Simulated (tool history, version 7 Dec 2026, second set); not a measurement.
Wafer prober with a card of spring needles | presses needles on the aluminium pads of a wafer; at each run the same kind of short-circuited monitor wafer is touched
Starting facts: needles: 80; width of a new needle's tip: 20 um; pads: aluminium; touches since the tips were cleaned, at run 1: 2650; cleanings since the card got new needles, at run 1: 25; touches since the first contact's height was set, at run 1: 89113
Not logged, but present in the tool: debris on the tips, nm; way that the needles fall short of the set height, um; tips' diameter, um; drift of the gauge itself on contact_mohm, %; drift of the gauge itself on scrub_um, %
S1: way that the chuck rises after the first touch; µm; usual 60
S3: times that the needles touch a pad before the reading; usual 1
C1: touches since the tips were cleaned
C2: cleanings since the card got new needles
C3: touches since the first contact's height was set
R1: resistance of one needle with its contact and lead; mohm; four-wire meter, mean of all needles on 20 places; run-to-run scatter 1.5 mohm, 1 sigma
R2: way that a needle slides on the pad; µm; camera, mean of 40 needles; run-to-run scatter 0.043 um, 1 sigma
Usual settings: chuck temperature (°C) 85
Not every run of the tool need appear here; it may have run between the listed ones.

{"run": 1, "hour": 0.0, "S1": 60, "chuck temperature (°C)": 85, "S3": 1, "C1": 2650, "C2": 25, "C3": 89113, "R1": 136, "R2": 16.26}
{"hour": 3.7, "done": "tips cleaned on abrasive film"}
{"hour": 23.8, "done": "tips cleaned on abrasive film"}
{"run": 2, "hour": 36.8, "S1": 60, "chuck temperature (°C)": 85, "S3": 1, "C1": 2251, "C2": 27, "C3": 95443, "R1": 139, "R2": 16.3}
{"hour": 46.6, "done": "tips cleaned on abrasive film"}
{"hour": 65.7, "done": "tips cleaned on abrasive film"}
{"run": 3, "hour": 65.7, "S1": 60, "chuck temperature (°C)": 85, "S3": 1, "C1": 0, "C2": 29, "C3": 100422, "R1": 134, "R2": 16.27}
{"hour": 86.1, "done": "tips cleaned on abrasive film"}
{"hour": 105.6, "done": "tips cleaned on abrasive film"}
{"run": 4, "hour": 114.8, "S1": 60, "chuck temperature (°C)": 85, "S3": 1, "C1": 1592, "C2": 31, "C3": 108875, "R1": 136, "R2": 16.29}
{"hour": 126.7, "done": "tips cleaned on abrasive film"}
{"hour": 146.3, "done": "tips cleaned on abrasive film"}
{"hour": 165.4, "done": "tips cleaned on abrasive film"}
{"run": 5, "hour": 172.9, "S1": 60, "chuck temperature (°C)": 85, "S3": 1, "C1": 1294, "C2": 34, "C3": 118886, "R1": 135, "R2": 16.19}
{"hour": 186.9, "done": "tips cleaned on abrasive film"}
{"run": 6, "hour": 204.3, "S1": 60, "chuck temperature (°C)": 85, "S3": 1, "C1": 3021, "C2": 35, "C3": 124305, "R1": 138, "R2": 16.18}
{"hour": 208.4, "done": "tips cleaned on abrasive film"}
{"hour": 229.9, "done": "tips cleaned on abrasive film"}
{"run": 7, "hour": 233.1, "S1": 60, "chuck temperature (°C)": 85, "S3": 1, "C1": 551, "C2": 37, "C3": 129250, "R1": 135, "R2": 16.22}
{"hour": 251.3, "done": "tips cleaned on abrasive film"}
{"run": 8, "hour": 265.5, "S1": 60, "chuck temperature (°C)": 85, "S3": 1, "C1": 2460, "C2": 38, "C3": 134844, "R1": 136, "R2": 16.15}
{"hour": 271.2, "done": "tips cleaned on abrasive film"}
{"hour": 291.1, "done": "tips cleaned on abrasive film"}
{"hour": 312.5, "done": "tips cleaned on abrasive film"}
{"run": 9, "hour": 316.8, "S1": 60, "chuck temperature (°C)": 85, "S3": 1, "C1": 751, "C2": 41, "C3": 143673, "R1": 138, "R2": 16.16}
{"hour": 332.8, "done": "tips cleaned on abrasive film"}
{"run": 10, "hour": 344.4, "S1": 60, "chuck temperature (°C)": 36, "S3": 1, "C1": 2001, "C2": 42, "C3": 148431, "R1": 128, "R2": 16.15}
{"hour": 351.7, "done": "tips cleaned on abrasive film"}
{"hour": 373.8, "done": "tips cleaned on abrasive film"}
{"run": 11, "hour": 375.6, "S1": 60, "chuck temperature (°C)": 36, "S3": 1, "C1": 312, "C2": 44, "C3": 153804, "R1": 127, "R2": 16.16}
{"hour": 394.4, "done": "tips cleaned on abrasive film"}
{"run": 12, "hour": 405.7, "S1": 60, "chuck temperature (°C)": 36, "S3": 1, "C1": 1951, "C2": 45, "C3": 158987, "R1": 129, "R2": 16.15}
{"hour": 413.6, "done": "tips cleaned on abrasive film"}
{"hour": 435.1, "done": "tips cleaned on abrasive film"}
{"hour": 454.3, "done": "tips cleaned on abrasive film"}
{"run": 13, "hour": 454.3, "S1": 60, "chuck temperature (°C)": 36, "S3": 1, "C1": 0, "C2": 48, "C3": 167355, "R1": 130, "R2": 16.09}
{"hour": 473.1, "done": "tips cleaned on abrasive film"}
{"hour": 494.7, "done": "tips cleaned on abrasive film"}
{"run": 14, "hour": 500.1, "S1": 60, "chuck temperature (°C)": 85, "S3": 1, "C1": 927, "C2": 50, "C3": 175238, "R1": 135, "R2": 16.12}
{"hour": 506.8, "done": "height of the first contact set anew"}
{"hour": 514.1, "done": "tips cleaned on abrasive film"}
{"hour": 534.9, "done": "tips cleaned on abrasive film"}
{"hour": 555.4, "done": "tips cleaned on abrasive film"}
{"run": 15, "hour": 558.4, "S1": 60, "chuck temperature (°C)": 85, "S3": 1, "C1": 511, "C2": 53, "C3": 8884, "R1": 137, "R2": 16.06}
{"hour": 575.5, "done": "tips cleaned on abrasive film"}
{"run": 16, "hour": 583.7, "S1": 60, "chuck temperature (°C)": 85, "S3": 1, "C1": 1422, "C2": 54, "C3": 13250, "R1": 138, "R2": 16.06}
{"hour": 596.9, "done": "tips cleaned on abrasive film"}
{"hour": 618.2, "done": "tips cleaned on abrasive film"}
{"run": 17, "hour": 625.5, "S1": 60, "chuck temperature (°C)": 85, "S3": 1, "C1": 1261, "C2": 56, "C3": 20451, "R1": 138, "R2": 16.09}
{"hour": 641.5, "done": "tips cleaned on abrasive film"}
{"run": 18, "hour": 658.9, "S1": 62, "chuck temperature (°C)": 69, "S3": 1, "C1": 3028, "C2": 57, "C3": 26221, "R1": 135, "R2": 16.55}
{"hour": 662.1, "done": "tips cleaned on abrasive film"}
{"hour": 682.6, "done": "tips cleaned on abrasive film"}
{"hour": 701.6, "done": "tips cleaned on abrasive film"}
{"run": 19, "hour": 714.8, "S1": 62, "chuck temperature (°C)": 80, "S3": 2, "C1": 2285, "C2": 60, "C3": 35844, "R1": 135, "R2": 16.54}
{"hour": 724.2, "done": "tips cleaned on abrasive film"}
{"run": 20, "hour": 740.5, "S1": 62, "chuck temperature (°C)": 80, "S3": 2, "C1": 2815, "C2": 61, "C3": 40262, "R1": 134, "R2": 16.56}
{"hour": 743.8, "done": "tips cleaned on abrasive film"}
{"hour": 763.4, "done": "tips cleaned on abrasive film"}
{"run": 21, "hour": 776.7, "S1": 62, "chuck temperature (°C)": 80, "S3": 2, "C1": 2304, "C2": 63, "C3": 46495, "R1": 136, "R2": 16.58}
{"hour": 785.0, "done": "tips cleaned on abrasive film"}
{"hour": 806.6, "done": "tips cleaned on abrasive film"}
{"run": 22, "hour": 811.0, "S1": 72, "chuck temperature (°C)": 28, "S3": 2, "C1": 758, "C2": 65, "C3": 52397, "R1": 129, "R2": 19.16}
{"hour": 828.1, "done": "tips cleaned on abrasive film"}
{"hour": 849.0, "done": "tips cleaned on abrasive film"}
{"run": 23, "hour": 866.8, "S1": 60, "chuck temperature (°C)": 35, "S3": 1, "C1": 3071, "C2": 67, "C3": 62016, "R1": 129, "R2": 15.9}
{"hour": 870.4, "done": "tips cleaned on abrasive film"}
{"hour": 891.2, "done": "tips cleaned on abrasive film"}
{"run": 24, "hour": 902.8, "S1": 80, "chuck temperature (°C)": 97, "S3": 1, "C1": 2007, "C2": 69, "C3": 68222, "R1": 133, "R2": 21.25}
{"hour": 912.8, "done": "tips cleaned on abrasive film"}
{"hour": 932.4, "done": "tips cleaned on abrasive film"}
{"hour": 951.2, "done": "gauge calibrated"}
{"hour": 951.3, "done": "tips cleaned on abrasive film"}
{"run": 25, "hour": 953.8, "S1": 51, "chuck temperature (°C)": 32, "S3": 2, "C1": 444, "C2": 72, "C3": 77002, "R1": 133, "R2": 13.84}
{"hour": 972.7, "done": "tips cleaned on abrasive film"}
{"hour": 992.1, "done": "tips cleaned on abrasive film"}
{"run": 26, "hour": 1005.1, "S1": 60, "chuck temperature (°C)": 31, "S3": 2, "C1": 2249, "C2": 74, "C3": 85846, "R1": 128, "R2": 16.31}
{"hour": 1013.9, "done": "tips cleaned on abrasive film"}
{"hour": 1034.4, "done": "tips cleaned on abrasive film"}
{"hour": 1053.7, "done": "tips cleaned on abrasive film"}
{"run": 27, "hour": 1056.2, "S1": 60, "chuck temperature (°C)": 31, "S3": 2, "C1": 442, "C2": 77, "C3": 94639, "R1": 125, "R2": 16.35}
{"hour": 1072.8, "done": "tips cleaned on abrasive film"}
{"hour": 1093.3, "done": "tips cleaned on abrasive film"}
{"run": 28, "hour": 1098.1, "S1": 60, "chuck temperature (°C)": 31, "S3": 2, "C1": 836, "C2": 79, "C3": 101850, "R1": 130, "R2": 16.24}
{"hour": 1114.4, "done": "tips cleaned on abrasive film"}
{"hour": 1133.4, "done": "tips cleaned on abrasive film"}
{"run": 29, "hour": 1137.1, "S1": 60, "chuck temperature (°C)": 31, "S3": 2, "C1": 630, "C2": 81, "C3": 108562, "R1": 128, "R2": 16.28}
{"hour": 1152.6, "done": "tips cleaned on abrasive film"}
{"hour": 1172.4, "done": "tips cleaned on abrasive film"}
{"hour": 1192.9, "done": "tips cleaned on abrasive film"}
{"run": 30, "hour": 1194.0, "S1": 45, "chuck temperature (°C)": 85, "S3": 3, "C1": 195, "C2": 84, "C3": 118367, "R1": 145, "R2": 12.09}
{"hour": 1216.1, "done": "tips cleaned on abrasive film"}
{"hour": 1236.9, "done": "tips cleaned on abrasive film"}
{"run": 31, "hour": 1246.9, "S1": 45, "chuck temperature (°C)": 85, "S3": 3, "C1": 1726, "C2": 86, "C3": 127484, "R1": 144, "R2": 12.15}

Forecast each of these 3 alternatives for the next run:
{"hour": 1256.8, "done": "tips cleaned on abrasive film"}
{"hour": 1276.7, "done": "tips cleaned on abrasive film"}
{"hour": 1295.4, "done": "tips cleaned on abrasive film"}
{"run": "A", "hour": 1301.6, "S1": 62, "chuck temperature (°C)": 101, "S3": 3, "C1": 1088, "C2": 89, "C3": 136911, "R1": "?", "R2": "?"}
{"hour": 1256.8, "done": "tips cleaned on abrasive film"}
{"hour": 1276.7, "done": "tips cleaned on abrasive film"}
{"hour": 1295.4, "done": "tips cleaned on abrasive film"}
{"run": "B", "hour": 1301.6, "S1": 49, "chuck temperature (°C)": 64, "S3": 2, "C1": 1088, "C2": 89, "C3": 136911, "R1": "?", "R2": "?"}
{"hour": 1256.8, "done": "tips cleaned on abrasive film"}
{"hour": 1276.7, "done": "tips cleaned on abrasive film"}
{"hour": 1295.4, "done": "tips cleaned on abrasive film"}
{"run": "C", "hour": 1301.6, "S1": 45, "chuck temperature (°C)": 72, "S3": 1, "C1": 1088, "C2": 89, "C3": 136911, "R1": "?", "R2": "?"}

run=A R1=135 R2=16.7
run=B R1=139 R2=13.18
run=C R1=142 R2=12.12
Without the tool's unlogged condition, the same runs would have read:
run=A R1=135 R2=16.86
run=B R1=139 R2=13.31
run=C R1=142 R2=12.24

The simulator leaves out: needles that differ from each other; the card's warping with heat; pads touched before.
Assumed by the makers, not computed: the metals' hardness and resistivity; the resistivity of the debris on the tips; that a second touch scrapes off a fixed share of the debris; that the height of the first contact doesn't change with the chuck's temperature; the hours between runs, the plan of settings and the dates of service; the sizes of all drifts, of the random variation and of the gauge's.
